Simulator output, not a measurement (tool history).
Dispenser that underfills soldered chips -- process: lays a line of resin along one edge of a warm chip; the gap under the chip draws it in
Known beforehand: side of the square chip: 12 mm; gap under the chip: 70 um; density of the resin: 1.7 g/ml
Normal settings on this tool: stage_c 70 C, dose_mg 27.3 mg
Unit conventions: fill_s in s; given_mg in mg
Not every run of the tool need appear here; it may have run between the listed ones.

run     day  stage_c  dose_mg  fill_s  given_mg
  1       0       70     27.3    97.6     26.44
  2   0.433       70     27.3     160     26.52
      0.517  -- new syringe of resin
  3   0.992       73     27.3     114     26.37
       1.25  -- new syringe of resin
  4   1.538       73     27.3    92.8     26.21
      1.992  -- new syringe of resin
  5   2.062       70     27.3    81.9     26.17
      2.621  -- dispensing valve cleaned and set on the balance
  6   2.658       70     27.3   152.4     27.27
      2.783  -- new syringe of resin
  7   2.988       70     27.3    93.9     27.23
      3.521  -- new syringe of resin
  8   3.542       70     27.3    76.2     27.12
  9   4.029       70     27.3   131.3     27.01
      4.258  -- new syringe of resin
 10   4.362       70     27.3    82.9     26.97
 11   4.929       70     27.3   161.2     26.92
      5.004  -- new syringe of resin
 12   5.467       70     27.3   128.5     26.81
      5.742  -- new syringe of resin
 13   5.896       70     27.3    89.3     26.82
 14     6.3       69       31   148.4     30.29
      6.508  -- new syringe of resin
 15   6.721       70     26.6    94.7      25.9
 16   7.158       70     26.6   155.4     25.85
      7.267  -- new syringe of resin
 17   7.596       75     25.2    89.7      24.4
      7.996  -- new syringe of resin
 18   8.112       61     27.3   123.1     26.32
 19   8.354       62     25.1   162.7      24.1
      8.733  -- new syringe of resin
 20   8.846       62     25.1   123.1     24.17
 21   9.346       62     35.3     210     33.72
      9.479  -- new syringe of resin
      9.667  -- dispensing valve cleaned and set on the balance
 22   9.838       79     35.4      70     35.35
 23  10.212       66     29.9   187.3     29.96

Forecast each of these 3 alternatives for the next run:
     10.254  -- new syringe of resin
  A  10.746       66     29.8       ?         ?
     10.254  -- new syringe of resin
  B  10.746       70     25.2       ?         ?
     10.254  -- new syringe of resin
  C  10.746       61     23.2       ?         ?

run  fill_s  given_mg
  A   148.5     29.53
  B   128.1     25.09
  C   195.3     23.07
Had the tool no hidden state, the same runs would have come out as:
run  fill_s  given_mg
  A    91.8     29.63
  B    79.4     25.18
  C   121.3     23.14

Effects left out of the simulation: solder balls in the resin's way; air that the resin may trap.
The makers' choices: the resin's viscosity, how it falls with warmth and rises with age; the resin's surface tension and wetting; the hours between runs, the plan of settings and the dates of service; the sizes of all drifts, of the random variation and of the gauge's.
